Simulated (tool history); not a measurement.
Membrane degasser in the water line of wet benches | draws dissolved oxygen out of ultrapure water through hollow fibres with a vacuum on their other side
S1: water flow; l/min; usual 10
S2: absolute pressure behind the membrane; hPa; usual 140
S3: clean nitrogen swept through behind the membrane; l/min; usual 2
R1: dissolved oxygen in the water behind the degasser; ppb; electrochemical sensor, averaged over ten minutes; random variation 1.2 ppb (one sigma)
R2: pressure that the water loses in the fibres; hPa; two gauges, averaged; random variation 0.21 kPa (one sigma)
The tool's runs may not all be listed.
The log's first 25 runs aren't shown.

run,hour,S1,S2,S3,R1,R2
26,2166.5,6,228,0.86,335.5,289.5
27,2285.7,6,228,0.86,328.9,285.6
28,2374.4,6,228,0.86,331.5,284.8
29,2439.1,14,234,1.61,421.1,669.8
30,2518.7,12,106,2.69,88,577.4
31,2599.7,12,106,2.69,88.6,576.2
32,2696.3,11,119,2.1,117.3,526.6
33,2816.5,11,119,2.1,117.3,530.1

3 ways to go on from here, each from the tool as it stands after run 33. What would each give?
A,2909.1,12,119,3.48,?,?
B,2909.1,9,311,1.02,?,?
C,2909.1,7,238,3.31,?,?

run,R1,R2
A,81.8,581.1
B,570.9,432.8
C,112.8,338
Without the tool's hidden state the same runs would have given:
run,R1,R2
A,78.3,564.1
B,555.8,420.2
C,108.2,328.1
